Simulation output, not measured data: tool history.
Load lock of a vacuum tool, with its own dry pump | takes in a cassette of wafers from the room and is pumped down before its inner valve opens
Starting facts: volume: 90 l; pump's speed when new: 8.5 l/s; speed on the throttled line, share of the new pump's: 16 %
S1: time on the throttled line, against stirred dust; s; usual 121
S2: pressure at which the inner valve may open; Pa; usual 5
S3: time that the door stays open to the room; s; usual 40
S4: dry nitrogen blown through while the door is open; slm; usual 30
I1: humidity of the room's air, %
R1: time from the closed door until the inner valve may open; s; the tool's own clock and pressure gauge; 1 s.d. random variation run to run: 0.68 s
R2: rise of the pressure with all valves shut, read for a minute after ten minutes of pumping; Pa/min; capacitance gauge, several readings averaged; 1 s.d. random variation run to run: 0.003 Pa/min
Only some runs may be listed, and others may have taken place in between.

Run 1, hour 0.0: usual settings; I1 43.8. Result: R1 221.4 s, R2 0.241 Pa/min.
Run 2, hour 142.5: usual settings; I1 47.2. Result: R1 223.0 s, R2 0.252 Pa/min.
Run 3, hour 237.1: usual settings; I1 45.0. Result: R1 222.5 s, R2 0.262 Pa/min.
At hour 252.1: dry pump taken out, an overhauled one fitted.
Run 4, hour 352.8: usual settings but S4 6 slm; I1 43.6. Result: R1 211.3 s, R2 0.283 Pa/min.
Run 5, hour 462.3: usual settings; I1 41.4. Result: R1 211.1 s, R2 0.270 Pa/min.
Run 6, hour 659.0: usual settings but S4 18 slm; I1 48.5. Result: R1 211.0 s, R2 0.291 Pa/min.
Run 7, hour 803.8: usual settings but S4 18 slm; I1 47.0. Result: R1 211.4 s, R2 0.300 Pa/min.
Run 8, hour 1015.3: usual settings but S4 18 slm; I1 47.7. Result: R1 212.2 s, R2 0.304 Pa/min.
Run 9, hour 1174.4: usual settings but S4 18 slm; I1 43.9. Result: R1 211.6 s, R2 0.316 Pa/min.
Run 10, hour 1326.0: usual settings; I1 47.6. Result: R1 211.3 s, R2 0.320 Pa/min.
Run 11, hour 1481.2: usual settings; I1 47.8. Result: R1 212.9 s, R2 0.320 Pa/min.
Run 12, hour 1627.5: usual settings; I1 48.2. Result: R1 212.7 s, R2 0.326 Pa/min.
Run 13, hour 1756.0: usual settings but S1 155 s; I1 43.6. Result: R1 241.2 s, R2 0.336 Pa/min.
Run 14, hour 1949.3: usual settings but S1 155 s; I1 47.2. Result: R1 241.1 s, R2 0.340 Pa/min.
Run 15, hour 2077.4: usual settings but S1 155 s; I1 43.8. Result: R1 240.8 s, R2 0.357 Pa/min.
Run 16, hour 2272.1: usual settings but S1 155 s, S4 7 slm; I1 46.3. Result: R1 240.8 s, R2 0.383 Pa/min.
Run 17, hour 2448.1: usual settings but S1 155 s, S4 7 slm; I1 45.4. Result: R1 240.9 s, R2 0.388 Pa/min.
Run 18, hour 2566.2: usual settings but S1 155 s, S4 7 slm; I1 42.9. Result: R1 241.8 s, R2 0.400 Pa/min.
Run 19, hour 2764.9: usual settings but S1 76 s; I1 44.1. Result: R1 174.7 s, R2 0.393 Pa/min.
Run 20, hour 2856.7: usual settings but S1 93 s, S4 41 slm; I1 48.9. Result: R1 189.4 s, R2 0.398 Pa/min.
Run 21, hour 2986.4: usual settings but S1 93 s, S2 6 Pa, S3 163 s, S4 41 slm; I1 46.1. Result: R1 188.4 s, R2 0.429 Pa/min.
Run 22, hour 3128.5: usual settings but S1 93 s, S2 7 Pa, S3 163 s, S4 41 slm; I1 47.5. Result: R1 185.1 s, R2 0.452 Pa/min.
Run 23, hour 3339.8: usual settings but S2 7 Pa, S3 31 s, S4 41 slm; I1 47.1. Result: R1 210.0 s, R2 0.425 Pa/min.
Run 24, hour 3524.8: usual settings but S4 12 slm; I1 45.3. Result: R1 213.1 s, R2 0.449 Pa/min.
Run 25, hour 3712.9: usual settings but S4 12 slm; I1 45.8. Result: R1 214.8 s, R2 0.464 Pa/min.
Run 26, hour 3835.4: usual settings but S1 62 s, S2 7 Pa, S3 68 s, S4 5 slm; I1 47.4. Result: R1 161.1 s, R2 0.498 Pa/min.
Run 27, hour 3927.2: usual settings but S1 140 s; I1 44.8. Result: R1 230.0 s, R2 0.462 Pa/min.
Run 28, hour 4092.9: usual settings but S1 140 s; I1 44.0. Result: R1 230.5 s, R2 0.481 Pa/min.
Run 29, hour 4228.4: usual settings but S1 140 s; I1 45.1. Result: R1 229.5 s, R2 0.486 Pa/min.
Run 30, hour 4409.4: usual settings but S1 140 s; I1 45.7. Result: R1 231.5 s, R2 0.503 Pa/min.
Run 31, hour 4590.8: usual settings but S1 140 s; I1 44.2. Result: R1 231.0 s, R2 0.499 Pa/min.
Run 32, hour 4703.5: usual settings but S1 140 s, S4 9 slm; I1 43.0. Result: R1 231.3 s, R2 0.525 Pa/min.
Run 33, hour 4879.1: usual settings but S1 186 s, S3 179 s, S4 9 slm; I1 45.7. Result: R1 268.7 s, R2 0.617 Pa/min.
Run 34, hour 4999.5: usual settings but S3 30 s, S4 15 slm; I1 48.6. Result: R1 215.1 s, R2 0.539 Pa/min.
At hour 5113.1: door's seal changed, seat wiped.
Run 35, hour 5167.5: usual settings but S1 170 s, S4 15 slm; I1 45.2. Result: R1 257.4 s, R2 0.033 Pa/min.
Run 36, hour 5340.0: usual settings but S1 170 s, S4 15 slm; I1 47.3. Result: R1 256.8 s, R2 0.032 Pa/min.

Each run again, without the hidden state but with its own random variation kept:
What the log doesn't record here: pump's speed, % of a new pump's; leak at the door's seal, Pa l/s; drift of the gauge itself on ready_s, %; drift of the gauge itself on rise_pa_min, %.
run     R1     R2
  1  209.2  0.016
  2  210.5  0.021
  3  209.9  0.023
  4  209.7  0.042
  5  209.4  0.021
  6  209.2  0.032
  7  209.4  0.032
  8  210.1  0.026
  9  209.3  0.030
 10  208.8  0.025
 11  210.3  0.021
 12  209.7  0.024
 13  238.2  0.023
 14  238.0  0.020
 15  237.6  0.022
 16  237.4  0.040
 17  237.4  0.037
 18  238.2  0.037
 19  170.4  0.022
 20  185.1  0.022
 21  184.0  0.051
 22  180.7  0.057
 23  205.5  0.015
 24  208.3  0.034
 25  209.8  0.033
 26  155.7  0.063
 27  224.9  0.020
 28  225.3  0.023
 29  224.2  0.019
 30  225.9  0.025
 31  225.3  0.020
 32  225.5  0.032
 33  263.0  0.108
 34  208.8  0.024
 35  251.6  0.032
 36  250.9  0.029

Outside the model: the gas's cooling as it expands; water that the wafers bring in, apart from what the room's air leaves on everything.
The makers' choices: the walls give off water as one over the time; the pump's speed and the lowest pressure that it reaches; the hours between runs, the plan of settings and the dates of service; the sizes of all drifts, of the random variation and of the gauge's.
